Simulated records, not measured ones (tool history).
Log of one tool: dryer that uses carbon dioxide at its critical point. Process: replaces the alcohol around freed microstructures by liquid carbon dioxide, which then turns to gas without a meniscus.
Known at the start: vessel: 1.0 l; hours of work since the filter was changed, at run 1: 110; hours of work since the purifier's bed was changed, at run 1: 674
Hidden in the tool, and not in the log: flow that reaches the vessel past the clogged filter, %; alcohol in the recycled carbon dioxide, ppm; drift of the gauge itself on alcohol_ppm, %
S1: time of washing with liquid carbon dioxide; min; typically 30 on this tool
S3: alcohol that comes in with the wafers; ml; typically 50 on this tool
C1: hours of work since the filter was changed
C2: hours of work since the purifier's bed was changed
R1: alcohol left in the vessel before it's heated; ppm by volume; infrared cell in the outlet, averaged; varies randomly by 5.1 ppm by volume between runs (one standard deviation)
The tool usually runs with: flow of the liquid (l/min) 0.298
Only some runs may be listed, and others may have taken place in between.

Run 1, hour 0: usual settings; C1 110; C2 674. Result: R1 178 ppm by volume.
Run 2, hour 29.2: usual settings; C1 131; C2 694. Result: R1 184 ppm by volume.
Run 3, hour 42.7: usual settings; C1 140; C2 704. Result: R1 186 ppm by volume.
Run 4, hour 55.4: usual settings; C1 149; C2 713. Result: R1 188 ppm by volume.
Run 5, hour 81.7: usual settings but flow of the liquid (l/min) 0.423; C1 168; C2 731. Result: R1 128 ppm by volume.
Run 6, hour 105.9: usual settings but flow of the liquid (l/min) 0.423; C1 185; C2 749. Result: R1 122 ppm by volume.
Run 7, hour 131.6: usual settings but flow of the liquid (l/min) 0.423; C1 203; C2 767. Result: R1 131 ppm by volume.
Run 8, hour 145.2: usual settings but S1 18 min; C1 213; C2 776. Result: R1 1156 ppm by volume.
Run 9, hour 169.4: usual settings but S1 18 min; C1 230; C2 794. Result: R1 1182 ppm by volume.
At hour 195.2: purifier's bed changed.
Run 10, hour 200: usual settings but S3 43 ml; C1 250; C2 3. Result: R1 75 ppm by volume.
Run 11, hour 213.5: usual settings; C1 259; C2 13. Result: R1 88 ppm by volume.
Run 12, hour 226.2: usual settings; C1 268; C2 22. Result: R1 98 ppm by volume.
Run 13, hour 242.4: usual settings; C1 280; C2 33. Result: R1 107 ppm by volume.
Run 14, hour 261.8: usual settings; C1 294; C2 47. Result: R1 112 ppm by volume.
Run 15, hour 274: usual settings; C1 302; C2 56. Result: R1 118 ppm by volume.
Run 16, hour 299.2: usual settings; C1 320; C2 74. Result: R1 118 ppm by volume.
Run 17, hour 318.5: usual settings; C1 334; C2 87. Result: R1 118 ppm by volume.
Run 18, hour 330.6: usual settings but S1 24 min, flow of the liquid (l/min) 0.281, S3 100 ml; C1 342; C2 96. Result: R1 961 ppm by volume.
Run 19, hour 353.3: usual settings but S1 44 min, flow of the liquid (l/min) 0.351; C1 358; C2 112. Result: R1 26 ppm by volume.
Run 20, hour 375.5: usual settings but S1 37 min, flow of the liquid (l/min) 0.368, S3 59 ml; C1 374; C2 128. Result: R1 29 ppm by volume.
Run 21, hour 392.9: usual settings but S1 26 min, flow of the liquid (l/min) 0.206, S3 30 ml; C1 386; C2 140. Result: R1 808 ppm by volume.
Run 22, hour 420: usual settings but flow of the liquid (l/min) 0.202, S3 46 ml; C1 406; C2 159. Result: R1 827 ppm by volume.
Run 23, hour 441.5: usual settings but flow of the liquid (l/min) 0.357, S3 51 ml; C1 421; C2 175. Result: R1 77 ppm by volume.
Run 24, hour 462.4: usual settings but S1 40 min, flow of the liquid (l/min) 0.181, S3 59 ml; C1 436; C2 189. Result: R1 523 ppm by volume.
At hour 476.5: inlet filter changed.
Run 25, hour 477.4: usual settings but S1 40 min, flow of the liquid (l/min) 0.181, S3 59 ml; C1 1; C2 199. Result: R1 237 ppm by volume.
Run 26, hour 504.9: usual settings but flow of the liquid (l/min) 0.189, S3 72 ml; C1 20; C2 219. Result: R1 919 ppm by volume.
Run 27, hour 524.8: usual settings but S1 28 min, flow of the liquid (l/min) 0.207, S3 35 ml; C1 34; C2 233. Result: R1 428 ppm by volume.
Run 28, hour 539.5: usual settings but S1 28 min, flow of the liquid (l/min) 0.207, S3 35 ml; C1 45; C2 243. Result: R1 449 ppm by volume.
Run 29, hour 563.8: usual settings but S1 24 min, flow of the liquid (l/min) 0.252, S3 22 ml; C1 62; C2 261. Result: R1 266 ppm by volume.
Run 30, hour 579.7: usual settings but S1 24 min, flow of the liquid (l/min) 0.252, S3 22 ml; C1 73; C2 272. Result: R1 274 ppm by volume.
Run 31, hour 603: usual settings but S1 27 min, flow of the liquid (l/min) 0.252, S3 22 ml; C1 90; C2 288. Result: R1 175 ppm by volume.
Run 32, hour 619.5: usual settings but S1 27 min, flow of the liquid (l/min) 0.252, S3 22 ml; C1 101; C2 300. Result: R1 187 ppm by volume.

Per-run results on a tool with no hidden state, each run keeping its own random variation:
run   R1
  1   53
  2   54
  3   55
  4   50
  5    8
  6    3
  7    6
  8  746
  9  742
 10   40
 11   44
 12   50
 13   54
 14   54
 15   55
 16   49
 17   46
 18  494
 19    5
 20    2
 21  435
 22  402
 23   17
 24  203
 25  200
 26  846
 27  365
 28  376
 29  198
 30  200
 31  107
 32  112
